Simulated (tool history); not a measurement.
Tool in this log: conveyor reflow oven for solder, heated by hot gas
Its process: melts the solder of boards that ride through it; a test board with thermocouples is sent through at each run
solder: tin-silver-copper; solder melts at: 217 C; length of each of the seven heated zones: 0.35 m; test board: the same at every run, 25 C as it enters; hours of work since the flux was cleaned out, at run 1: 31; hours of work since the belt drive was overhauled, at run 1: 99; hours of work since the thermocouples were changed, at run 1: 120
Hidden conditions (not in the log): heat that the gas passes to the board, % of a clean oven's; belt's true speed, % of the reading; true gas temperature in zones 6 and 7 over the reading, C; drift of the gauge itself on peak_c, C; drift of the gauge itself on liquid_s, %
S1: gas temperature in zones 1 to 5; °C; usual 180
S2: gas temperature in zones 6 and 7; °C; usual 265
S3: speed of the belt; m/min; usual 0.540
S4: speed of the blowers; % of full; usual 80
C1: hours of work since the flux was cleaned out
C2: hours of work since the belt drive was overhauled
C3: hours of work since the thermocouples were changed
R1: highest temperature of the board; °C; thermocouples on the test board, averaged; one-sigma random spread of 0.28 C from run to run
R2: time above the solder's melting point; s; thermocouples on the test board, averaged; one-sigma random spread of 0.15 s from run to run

| run | hour | S1 | S2 | S3 | S4 | C1 | C2 | C3 | R1 | R2 |
|---|---|---|---|---|---|---|---|---|---|---|
| 1 | 0.0 | 180 | 265 | 0.540 | 80 | 31 | 99 | 120 | 252.7 | 61.5 |
| 2 | 7.8 | 180 | 265 | 0.457 | 80 | 37 | 106 | 126 | 256.3 | 76.7 |
| 3 | 16.0 | 180 | 265 | 0.457 | 80 | 44 | 112 | 133 | 256.1 | 77.0 |
| 4 | 26.9 | 180 | 265 | 0.540 | 80 | 52 | 120 | 141 | 252.5 | 61.5 |
| 5 | 38.3 | 180 | 265 | 0.540 | 80 | 61 | 129 | 150 | 252.9 | 61.5 |
| 6 | 49.4 | 180 | 265 | 0.540 | 80 | 70 | 138 | 159 | 251.9 | 61.1 |
| 7 | 59.4 | 180 | 265 | 0.540 | 59 | 77 | 146 | 166 | 247.1 | 55.8 |
| 8 | 67.3 | 180 | 265 | 0.540 | 80 | 83 | 152 | 173 | 252.3 | 61.4 |
| 9 | 78.0 | 180 | 265 | 0.540 | 59 | 92 | 160 | 181 | 247.2 | 55.7 |
| 10 | 85.3 | 180 | 265 | 0.540 | 80 | 97 | 166 | 186 | 251.9 | 61.6 |
| 11 | 95.0 | 180 | 265 | 0.540 | 80 | 105 | 173 | 194 | 252.4 | 61.1 |
| 12 | 102.7 | 180 | 265 | 0.540 | 80 | 111 | 179 | 200 | 252.0 | 61.1 |
| 13 | 112.1 | 180 | 265 | 0.540 | 80 | 118 | 187 | 207 | 252.1 | 61.4 |
| 14 | 122.1 | 180 | 265 | 0.540 | 80 | 126 | 194 | 215 | 252.1 | 61.1 |
| 15 | 128.0 | 180 | 265 | 0.540 | 80 | 131 | 199 | 220 | 252.4 | 61.3 |
| 16 | 133.7 | 170 | 257 | 0.540 | 80 | 135 | 203 | 224 | 243.4 | 50.9 |

Run 17, settings as shown, results not yet in. Your forecast:
| 17 | 144.2 | 195 | 258 | 0.505 | 57 | 143 | 212 | 232 | ? | ? |

{"run 17": {"R1": 245.4, "R2": 66.4}}
Had the tool carried no hidden state, the very same run would have given R1 245.9 °C, R2 66.7 s.
